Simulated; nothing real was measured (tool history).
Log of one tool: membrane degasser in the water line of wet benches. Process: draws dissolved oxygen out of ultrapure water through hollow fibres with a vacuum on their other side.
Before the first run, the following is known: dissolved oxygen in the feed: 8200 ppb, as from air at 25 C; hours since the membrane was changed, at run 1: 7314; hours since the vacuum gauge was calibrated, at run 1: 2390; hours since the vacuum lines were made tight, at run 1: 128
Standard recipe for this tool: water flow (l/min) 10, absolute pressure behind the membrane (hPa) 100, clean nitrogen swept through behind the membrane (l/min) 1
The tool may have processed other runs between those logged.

run	hour	water flow (l/min)	absolute pressure behind the membrane (hPa)	clean nitrogen swept through behind the membrane (l/min)	hours since the membrane was changed	hours since the vacuum gauge was calibrated	hours since the vacuum lines were made tight	dissolved oxygen in the water behind the degasser (ppb)	pressure that the water loses in the fibres (hPa)
1	0	10	100	1	7314	2390	128	199.4	548.5
2	261.6	10	100	1	7575	2651	389	196.7	551.9
3	498.4	11	100	1	7812	2888	626	221.2	603.3
4	751.1	11	100	1	8065	3141	879	220.4	607.1
5	944.9	11	100	1	8259	3334	1073	228.4	607.8
6	1236.7	10	100	1	8550	3626	1364	200.3	556.1
7	1495	10	69	1	8809	3885	1623	130.1	550.8
8	1769.1	10	100	1	9083	4159	1897	200.7	552.8
9	2041.4	10	100	1	9355	4431	2169	202.9	552.4
10	2221.7	10	100	1	9535	4611	2349	204.4	554
11	2491.4	9	100	1	9805	4881	2619	179.3	499.1
12	2627.5	10	100	1	9941	5017	2755	203.7	555.8
13	2750.6	10	100	1	10064	5140	2878	204	554.6
14	3010.7	10	100	1	10324	5400	3138	203	557.7
15	3237.6	7	100	0.42	10551	5627	3365	274.8	388.9
16	3498.3	7	100	0.42	10812	5888	3626	277.4	387.6
17	3652.1	11	100	0.7	10966	6042	3780	299.3	616.1
18	3787.5	7	63	0.47	11101	6177	3915	132.8	391
19	3931.9	7	95	2.98	11246	6321	4060	53.8	393.1
20	4223.3	7	95	2.98	11537	6613	4351	54.1	391.4
21	4363.4	7	111	1	11677	6753	4491	158.9	393.9
22	4657.6	6	100	1	11971	7047	4785	114.5	335.6
# hour 4729.5: vacuum gauge calibrated
23	4822.4	8	70	0.98	12136	93	4950	100.5	446.9
24	4960.5	7	116	1	12274	231	5088	157.6	392.6
25	5157.2	7	232	0.42	12470	428	5284	745	390.7
26	5338.6	10	61	1	12652	609	5466	112.8	561.7
27	5485.9	14	209	2.3	12799	756	5613	357.7	786.8

For some of the steps in dissolved oxygen in the water behind the degasser (ppb) from one run to the next: how much would appear even if the tool had no hidden state, given the settings, what came in and random variation, and how much remains for the hidden state plus any gauge scatter that the measured result and the result without hidden state don't share?
What the log doesn't record here: membrane still open, %; true pressure behind the membrane over the reading, kPa; air that leaks in behind the membrane, l/min; drift of the gauge itself on oxygen_ppb, %; drift of the gauge itself on loss_of_pressure_kpa, %.
Run 24 -> 25: absolute pressure behind the membrane (hPa) 116 -> 232, clean nitrogen swept through behind the membrane (l/min) 1 -> 0.42. dissolved oxygen in the water behind the degasser (ppb) +587.4: hidden state +15.5, all else +571.9.
Run 25 -> 26: water flow (l/min) 7 -> 10, absolute pressure behind the membrane (hPa) 232 -> 61, clean nitrogen swept through behind the membrane (l/min) 0.42 -> 1. dissolved oxygen in the water behind the degasser (ppb) -632.2: hidden state -12.1, all else -620.1.
Run 26 -> 27: water flow (l/min) 10 -> 14, absolute pressure behind the membrane (hPa) 61 -> 209, clean nitrogen swept through behind the membrane (l/min) 1 -> 2.3. dissolved oxygen in the water behind the degasser (ppb) +244.9: hidden state +13.5, all else +231.4.
